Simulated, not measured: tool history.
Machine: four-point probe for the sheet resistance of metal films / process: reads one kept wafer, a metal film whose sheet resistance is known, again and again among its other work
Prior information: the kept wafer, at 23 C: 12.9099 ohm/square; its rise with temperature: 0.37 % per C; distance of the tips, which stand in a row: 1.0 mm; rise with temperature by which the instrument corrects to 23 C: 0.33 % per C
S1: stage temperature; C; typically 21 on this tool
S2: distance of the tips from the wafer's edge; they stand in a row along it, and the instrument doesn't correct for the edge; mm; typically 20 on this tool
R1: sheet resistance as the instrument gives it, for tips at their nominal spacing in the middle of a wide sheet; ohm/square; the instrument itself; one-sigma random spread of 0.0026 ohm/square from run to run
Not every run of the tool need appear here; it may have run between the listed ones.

Run 1, hour 0: usual settings. Result: R1 12.920898 ohm/square.
At hour 59.7: stage's thermometer calibrated.
Run 2, hour 59.7: usual settings. Result: R1 12.929716 ohm/square.
Run 3, hour 183.5: usual settings. Result: R1 12.936838 ohm/square.
Run 4, hour 238.3: usual settings. Result: R1 12.932325 ohm/square.
Run 5, hour 324.1: usual settings. Result: R1 12.926118 ohm/square.
Run 6, hour 415.4: usual settings. Result: R1 12.924888 ohm/square.
Run 7, hour 539: usual settings but S1 20 C, S2 7 mm. Result: R1 13.045201 ohm/square.
Run 8, hour 644.3: usual settings but S1 20 C, S2 7 mm. Result: R1 13.044474 ohm/square.
Run 9, hour 758.5: usual settings but S1 19 C, S2 8 mm. Result: R1 13.005978 ohm/square.
At hour 770.4: stage's thermometer calibrated, once more.
Run 10, hour 821.3: usual settings but S1 29 C, S2 56 mm. Result: R1 12.901071 ohm/square.
Run 11, hour 927.8: usual settings but S1 34 C, S2 56 mm. Result: R1 12.92742 ohm/square.

Branching from run 11: 3 alternative next runs. What would each branch give?
Run A, hour 986.1: usual settings but S2 6 mm. Result: R1 ?.
Run B, hour 986.1: usual settings but S1 23 C, S2 73 mm. Result: R1 ?.
Run C, hour 986.1: usual settings but S1 22 C, S2 6 mm. Result: R1 ?.

run         R1
  A  13.043402
  B  12.864414
  C  13.048772
The same runs, with their run-to-run variation unchanged, on a tool lacking any hidden condition would have given:
run         R1
  A  13.086593
  B  12.907074
  C  13.091987

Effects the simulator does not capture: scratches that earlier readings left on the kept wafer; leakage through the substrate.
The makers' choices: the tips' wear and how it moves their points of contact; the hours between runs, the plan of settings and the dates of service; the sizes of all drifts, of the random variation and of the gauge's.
